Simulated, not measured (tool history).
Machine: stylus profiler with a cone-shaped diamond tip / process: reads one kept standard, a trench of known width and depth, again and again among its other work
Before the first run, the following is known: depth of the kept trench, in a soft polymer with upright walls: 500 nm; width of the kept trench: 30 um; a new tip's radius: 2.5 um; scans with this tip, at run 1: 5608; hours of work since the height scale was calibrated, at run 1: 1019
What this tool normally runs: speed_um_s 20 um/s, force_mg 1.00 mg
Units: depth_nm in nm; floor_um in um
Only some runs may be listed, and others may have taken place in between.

run     day  speed_um_s  force_mg  scans with this tip  hours of work since the height scale was calibrated  depth_nm  floor_um
  1   0.000          20      1.00                 5608                                                 1019    503.36     26.42
  2   1.833          20      1.00                 5743                                                 1043    503.42     26.48
  3   3.758          20      1.00                 5883                                                 1069    503.33     26.39
  4   6.200          20      1.00                 6062                                                 1101    503.26     26.43
  5   8.758          20      1.00                 6249                                                 1135    503.15     26.36
  6  10.138          20      1.00                 6350                                                 1154    503.04     26.29
  7  12.871          20      1.00                 6550                                                 1190    503.41     26.39
  8  15.412          20      1.50                 6736                                                 1224    504.40     26.39
  9  16.754          20      1.50                 6834                                                 1242    504.46     26.38
 10  18.433           9      1.00                 6957                                                 1264    503.20     26.50
 11  19.933          44      1.00                 7067                                                 1284    503.24     26.05
 12  22.671           8      1.00                 7267                                                 1320    503.27     26.42
 13  24.200           8      1.00                 7379                                                 1341    503.12     26.41
 14  25.996           8      1.00                 7510                                                 1365    503.33     26.43
 15  28.483          20      1.00                 7692                                                 1398    503.02     26.29
 16  30.738          24      1.00                 7857                                                 1428    503.00     26.18
 17  32.650          24      1.00                 7997                                                 1453    503.05     26.25
 18  34.112          24      1.00                 8104                                                 1472    503.14     26.26
 19  36.583          26      2.79                 8284                                                 1505    507.06     26.30
 20  37.946          57      1.03                 8384                                                 1523    503.05     25.88
 21  39.204          29      1.16                 8476                                                 1540    503.50     26.18
 22  41.892          29      0.38                 8673                                                 1576    501.08     25.93
 23  43.525           7      0.71                 8792                                                 1597    502.31     26.36
 24  45.608           7      0.71                 8945                                                 1625    501.88     26.28
 25  48.308          13      0.61                 9142                                                 1661    501.80     26.24
 26  50.812          35      1.95                 9325                                                 1694    505.05     26.16
 27  52.825           7      1.11                 9472                                                 1721    503.28     26.29
 28  53.996          79      0.47                 9558                                                 1737    501.42     25.20
 29  55.788          25      1.00                 9689                                                 1760    503.00     26.10

Below are 4 alternative next runs, each starting from the tool's condition after run 29. Predict each:
  A  57.396          20      1.98                 9807                                                 1782         ?         ?
  B  57.396          78      2.49                 9807                                                 1782         ?         ?
  C  57.396          12      1.00                 9807                                                 1782         ?         ?
  D  57.396           6      0.43                 9807                                                 1782         ?         ?

run  depth_nm  floor_um
  A    505.29     26.21
  B    506.25     25.87
  C    503.00     26.20
  D    501.12     26.26
What these runs would have given with no unlogged condition in the tool:
run  depth_nm  floor_um
  A    506.44     26.85
  B    507.40     26.52
  C    504.14     26.85
  D    502.26     26.90
